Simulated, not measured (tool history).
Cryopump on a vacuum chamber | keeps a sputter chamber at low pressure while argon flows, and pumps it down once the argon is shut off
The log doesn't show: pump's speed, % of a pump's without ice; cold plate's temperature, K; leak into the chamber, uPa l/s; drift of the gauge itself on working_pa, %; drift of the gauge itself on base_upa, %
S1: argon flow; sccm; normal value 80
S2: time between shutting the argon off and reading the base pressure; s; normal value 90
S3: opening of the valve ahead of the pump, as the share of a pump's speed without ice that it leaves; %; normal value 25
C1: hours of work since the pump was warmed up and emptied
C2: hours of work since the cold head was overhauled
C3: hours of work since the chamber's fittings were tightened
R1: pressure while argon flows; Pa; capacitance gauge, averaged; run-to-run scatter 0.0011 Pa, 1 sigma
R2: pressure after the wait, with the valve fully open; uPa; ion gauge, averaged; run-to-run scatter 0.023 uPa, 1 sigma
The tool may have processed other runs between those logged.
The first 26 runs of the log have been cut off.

run   hour   S1   S2  S3   C1   C2  C3      R1    R2
     616.2  -- leaking fittings of the chamber tightened, without venting
 27  621.7  115  279  37  593  593   3  0.2518  0.38
 28  651.4   94   59  30  610  610  20  0.2506  1.11
 29  679.6  149  204  43  626  626  36  0.2868  0.41
 30  709.8  149  204  43  643  643  53  0.2887  0.47
 31  728.5   80   81  25  654  654  64  0.2539  0.83
 32  742.3   53   81  57  661  661  72  0.0818  0.92
 33  756.6   80   90  18  669  669  80  0.3474  0.79
 34  773.7   80   90  18  679  679  89  0.3462  0.78

Predict each of these 3 candidate next runs independently; none follows another, all start after run 34:
  A  803.4  44   90  18  696  696  106   ?   ?
  B  803.4  80  129  25  696  696  106   ?   ?
  C  803.4  80   32  55  696  696  106   ?   ?

run      R1    R2
  A  0.1893  0.83
  B  0.2558  0.67
  C  0.1261  1.92
Without the tool's hidden state the same runs would have given:
run      R1    R2
  A  0.1787  0.75
  B  0.2364  0.59
  C  0.1068  1.84

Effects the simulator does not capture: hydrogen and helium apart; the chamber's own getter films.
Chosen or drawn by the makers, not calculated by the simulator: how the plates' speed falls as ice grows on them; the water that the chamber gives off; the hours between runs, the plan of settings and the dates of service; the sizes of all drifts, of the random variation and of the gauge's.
